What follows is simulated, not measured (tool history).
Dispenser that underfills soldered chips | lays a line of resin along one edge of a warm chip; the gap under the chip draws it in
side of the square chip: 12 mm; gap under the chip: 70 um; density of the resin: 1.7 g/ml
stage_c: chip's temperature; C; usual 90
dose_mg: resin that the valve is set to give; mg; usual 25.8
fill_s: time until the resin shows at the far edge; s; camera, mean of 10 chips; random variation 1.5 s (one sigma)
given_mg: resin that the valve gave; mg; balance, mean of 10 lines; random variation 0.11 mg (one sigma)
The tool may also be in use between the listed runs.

{"run": 1, "hour": 0.0, "stage_c": 90, "dose_mg": 25.8, "fill_s": 193.7, "given_mg": 25.2}
{"hour": 5.7, "done": "new syringe of resin"}
{"run": 2, "hour": 10.3, "stage_c": 90, "dose_mg": 25.8, "fill_s": 174.4, "given_mg": 25.34}
{"hour": 20.1, "done": "new syringe of resin"}
{"run": 3, "hour": 20.2, "stage_c": 90, "dose_mg": 25.8, "fill_s": 155.0, "given_mg": 24.92}
{"run": 4, "hour": 27.8, "stage_c": 77, "dose_mg": 25.8, "fill_s": 323.2, "given_mg": 25.0}
{"hour": 34.4, "done": "new syringe of resin"}
{"run": 5, "hour": 34.5, "stage_c": 77, "dose_mg": 25.8, "fill_s": 260.8, "given_mg": 24.93}
{"run": 6, "hour": 41.3, "stage_c": 81, "dose_mg": 25.8, "fill_s": 272.6, "given_mg": 24.81}
{"hour": 48.3, "done": "new syringe of resin"}
{"run": 7, "hour": 48.3, "stage_c": 81, "dose_mg": 25.8, "fill_s": 225.1, "given_mg": 24.95}
{"run": 8, "hour": 52.9, "stage_c": 90, "dose_mg": 25.8, "fill_s": 182.5, "given_mg": 24.98}
{"run": 9, "hour": 59.6, "stage_c": 90, "dose_mg": 25.8, "fill_s": 215.5, "given_mg": 24.94}
{"hour": 62.6, "done": "new syringe of resin"}
{"run": 10, "hour": 69.2, "stage_c": 90, "dose_mg": 25.8, "fill_s": 186.8, "given_mg": 24.82}
{"hour": 76.6, "done": "new syringe of resin"}
{"run": 11, "hour": 77.8, "stage_c": 77, "dose_mg": 25.8, "fill_s": 272.7, "given_mg": 24.91}
{"run": 12, "hour": 87.4, "stage_c": 77, "dose_mg": 25.8, "fill_s": 355.8, "given_mg": 24.7}
{"hour": 90.6, "done": "new syringe of resin"}
{"hour": 94.8, "done": "dispensing valve cleaned and set on the balance"}
{"run": 13, "hour": 97.1, "stage_c": 90, "dose_mg": 25.8, "fill_s": 181.7, "given_mg": 25.54}
{"run": 14, "hour": 103.8, "stage_c": 90, "dose_mg": 25.8, "fill_s": 216.6, "given_mg": 25.86}
{"hour": 105.8, "done": "new syringe of resin"}
{"run": 15, "hour": 113.4, "stage_c": 90, "dose_mg": 25.8, "fill_s": 191.9, "given_mg": 25.64}
{"hour": 120.0, "done": "new syringe of resin"}
{"run": 16, "hour": 122.9, "stage_c": 87, "dose_mg": 25.8, "fill_s": 191.5, "given_mg": 25.36}
{"run": 17, "hour": 132.1, "stage_c": 87, "dose_mg": 25.8, "fill_s": 246.9, "given_mg": 25.6}
{"hour": 133.8, "done": "new syringe of resin"}
{"run": 18, "hour": 140.2, "stage_c": 90, "dose_mg": 25.8, "fill_s": 185.8, "given_mg": 25.5}
{"hour": 147.6, "done": "new syringe of resin"}
{"run": 19, "hour": 148.1, "stage_c": 98, "dose_mg": 22.1, "fill_s": 123.0, "given_mg": 21.81}
{"run": 20, "hour": 157.2, "stage_c": 89, "dose_mg": 23.0, "fill_s": 223.1, "given_mg": 22.7}
{"hour": 161.6, "done": "new syringe of resin"}
{"run": 21, "hour": 167.7, "stage_c": 77, "dose_mg": 25.8, "fill_s": 310.8, "given_mg": 25.32}
{"run": 22, "hour": 175.0, "stage_c": 77, "dose_mg": 25.8, "fill_s": 384.3, "given_mg": 25.44}
{"hour": 175.9, "done": "new syringe of resin"}
{"run": 23, "hour": 181.9, "stage_c": 91, "dose_mg": 22.2, "fill_s": 181.0, "given_mg": 21.72}
{"run": 24, "hour": 188.2, "stage_c": 78, "dose_mg": 24.5, "fill_s": 363.9, "given_mg": 23.91}
{"hour": 190.0, "done": "new syringe of resin"}
{"run": 25, "hour": 194.8, "stage_c": 104, "dose_mg": 32.2, "fill_s": 104.5, "given_mg": 31.54}
{"hour": 204.5, "done": "new syringe of resin"}
{"run": 26, "hour": 205.2, "stage_c": 104, "dose_mg": 32.2, "fill_s": 94.0, "given_mg": 31.54}
{"run": 27, "hour": 212.3, "stage_c": 104, "dose_mg": 32.2, "fill_s": 115.1, "given_mg": 31.34}
{"hour": 218.8, "done": "new syringe of resin"}
{"run": 28, "hour": 222.3, "stage_c": 104, "dose_mg": 32.2, "fill_s": 105.2, "given_mg": 31.04}
{"run": 29, "hour": 232.0, "stage_c": 91, "dose_mg": 32.2, "fill_s": 214.9, "given_mg": 31.19}
{"hour": 233.1, "done": "new syringe of resin"}
{"run": 30, "hour": 238.8, "stage_c": 77, "dose_mg": 26.4, "fill_s": 308.0, "given_mg": 25.5}
{"run": 31, "hour": 243.5, "stage_c": 86, "dose_mg": 22.7, "fill_s": 251.9, "given_mg": 21.87}
{"hour": 247.1, "done": "new syringe of resin"}
{"run": 32, "hour": 253.1, "stage_c": 86, "dose_mg": 22.7, "fill_s": 224.7, "given_mg": 21.87}
{"run": 33, "hour": 258.6, "stage_c": 86, "dose_mg": 22.7, "fill_s": 264.1, "given_mg": 21.7}
{"hour": 261.6, "done": "new syringe of resin"}
{"run": 34, "hour": 265.2, "stage_c": 85, "dose_mg": 27.3, "fill_s": 213.7, "given_mg": 26.3}
{"hour": 275.5, "done": "new syringe of resin"}
{"run": 35, "hour": 276.0, "stage_c": 105, "dose_mg": 27.4, "fill_s": 92.2, "given_mg": 26.02}

Forecast each of these 3 alternatives for the next run:
{"run": "A", "hour": 286.5, "stage_c": 78, "dose_mg": 27.4, "fill_s": "?", "given_mg": "?"}
{"run": "B", "hour": 286.5, "stage_c": 103, "dose_mg": 25.1, "fill_s": "?", "given_mg": "?"}
{"run": "C", "hour": 286.5, "stage_c": 87, "dose_mg": 25.8, "fill_s": "?", "given_mg": "?"}

run=A fill_s=342.2 given_mg=26.17
run=B fill_s=132.2 given_mg=24.04
run=C fill_s=239.6 given_mg=24.58
Without the tool's hidden state the same runs would have given:
run=A fill_s=228.3 given_mg=27.38
run=B fill_s=88.9 given_mg=25.14
run=C fill_s=160.5 given_mg=25.71
